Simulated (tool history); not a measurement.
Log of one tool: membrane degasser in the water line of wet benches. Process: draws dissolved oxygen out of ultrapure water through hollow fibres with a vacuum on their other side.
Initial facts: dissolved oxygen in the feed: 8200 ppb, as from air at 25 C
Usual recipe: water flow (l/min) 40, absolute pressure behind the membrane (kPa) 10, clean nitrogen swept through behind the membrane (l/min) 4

run,hour,water flow (l/min),absolute pressure behind the membrane (kPa),clean nitrogen swept through behind the membrane (l/min),dissolved oxygen in the water behind the degasser (ppb),pressure that the water loses in the fibres (kPa)
1,0,40,10,4,193.3,34.54
2,36.1,46,10,4,247.2,39.73
3,87.9,46,10,4,246.9,40
4,121.5,46,10,4,248.1,40
5,149.3,46,10,4,243,40.01
6,190.5,28,10,4,119.8,24.51
7,214.1,57,10,4,353.5,49.62
8,240.2,40,10,4,194.9,34.85
9,273.3,35,10,4,159.4,30.12
# hour 276.2: vacuum gauge calibrated
10,296.2,40,10,4,192.4,34.65
11,325.9,40,10,4,196.3,35.07
12,351.4,40,10,4,193.7,34.91
# hour 376.4: vacuum gauge calibrated, once more
13,405.5,40,10,4,195.4,35.05
14,436.2,40,10,4,191.3,34.47
15,483.5,40,10,4,194.8,34.45
16,515,40,10,4,196.5,34.79
17,551,40,10,4,192.3,35.08
18,599,40,10,4,191.5,35.04
19,636.8,28,8.2,2.73,125.5,24.41
20,662.5,28,8.2,2.73,126.2,24.24
21,685,33,12.4,2.95,250.9,28.76
22,720.7,40,6.1,4,105.8,34.88
23,743.5,33,6.8,4.24,82.5,28.81
24,769.4,64,7.2,4.73,327.7,55.84
# hour 805: seals of the vacuum lines changed
25,805,64,7.2,4.73,333.7,55.35
26,850,48,13.9,4.03,366.7,41.92
27,872,64,10.3,3.34,505.5,55.48
28,902.1,64,14.7,9.59,384.5,55.92
29,944.9,64,14.7,2.3,821.9,56.05
30,970.2,27,10,9.31,52.9,23.65
31,995.3,27,10,9.31,53.6,23.38
32,1043.4,30,6.4,7.38,41.5,26.58

Alternative continuations, all from the tool just after run 32; predict every row:
A,1073.2,44,12,1.96,?,?
B,1073.2,42,9.5,5.6,?,?
C,1073.2,37,12,11.77,?,?

run,dissolved oxygen in the water behind the degasser (ppb),pressure that the water loses in the fibres (kPa)
A,474.5,38.78
B,158.7,36.68
C,94.2,32.47
The same runs, with their run-to-run variation unchanged, on a tool lacking any hidden condition would have given:
run,dissolved oxygen in the water behind the degasser (ppb),pressure that the water loses in the fibres (kPa)
A,465.9,37.81
B,152.1,35.76
C,90.2,31.66
